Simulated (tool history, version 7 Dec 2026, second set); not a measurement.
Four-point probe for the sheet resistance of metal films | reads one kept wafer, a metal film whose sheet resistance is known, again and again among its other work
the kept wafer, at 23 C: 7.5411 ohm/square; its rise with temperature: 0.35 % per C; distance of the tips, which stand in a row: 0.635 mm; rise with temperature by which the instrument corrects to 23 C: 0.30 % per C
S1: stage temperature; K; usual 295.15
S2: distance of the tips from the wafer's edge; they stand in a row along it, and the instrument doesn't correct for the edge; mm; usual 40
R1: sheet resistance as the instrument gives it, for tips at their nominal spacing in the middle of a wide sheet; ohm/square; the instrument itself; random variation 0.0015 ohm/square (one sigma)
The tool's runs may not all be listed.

Run 1, day 0.000: usual settings. Result: R1 7.558057 ohm/square.
Run 2, day 1.542: usual settings. Result: R1 7.559568 ohm/square.
Run 3, day 3.662: usual settings. Result: R1 7.559212 ohm/square.
Run 4, day 5.200: usual settings but S2 4 mm. Result: R1 7.658800 ohm/square.
At day 5.488: stage's thermometer calibrated.
Run 5, day 7.304: usual settings but S2 4 mm. Result: R1 7.653081 ohm/square.
Run 6, day 8.792: usual settings. Result: R1 7.556400 ohm/square.
Run 7, day 11.429: usual settings but S2 30 mm. Result: R1 7.558536 ohm/square.
Run 8, day 14.529: usual settings but S2 48 mm. Result: R1 7.556787 ohm/square.
Run 9, day 17.375: usual settings but S1 297.15 K, S2 3 mm. Result: R1 7.743354 ohm/square.
Run 10, day 20.383: usual settings but S1 299.15 K, S2 24 mm. Result: R1 7.575964 ohm/square.
Run 11, day 22.162: usual settings but S1 296.15 K, S2 4 mm. Result: R1 7.661894 ohm/square.
At day 22.842: stage's thermometer calibrated, once more.
Run 12, day 24.896: usual settings but S1 296.15 K, S2 4 mm. Result: R1 7.671986 ohm/square.
Run 13, day 27.642: usual settings but S1 300.15 K, S2 64 mm. Result: R1 7.588614 ohm/square.

Forecast each of these 4 alternatives for the next run:
Run A, day 30.708: usual settings but S1 293.15 K, S2 64 mm. Result: R1 ?.
Run B, day 30.708: usual settings but S1 305.15 K, S2 6 mm. Result: R1 ?.
Run C, day 30.708: usual settings but S1 298.15 K, S2 9 mm. Result: R1 ?.
Run D, day 30.708: usual settings but S1 293.15 K, S2 64 mm. Result: R1 ?.

run        R1
  A  7.561118
  B  7.651474
  C  7.602173
  D  7.562728
Without the tool's hidden state the same runs would have given:
run        R1
  A  7.528601
  B  7.618561
  C  7.569476
  D  7.530204
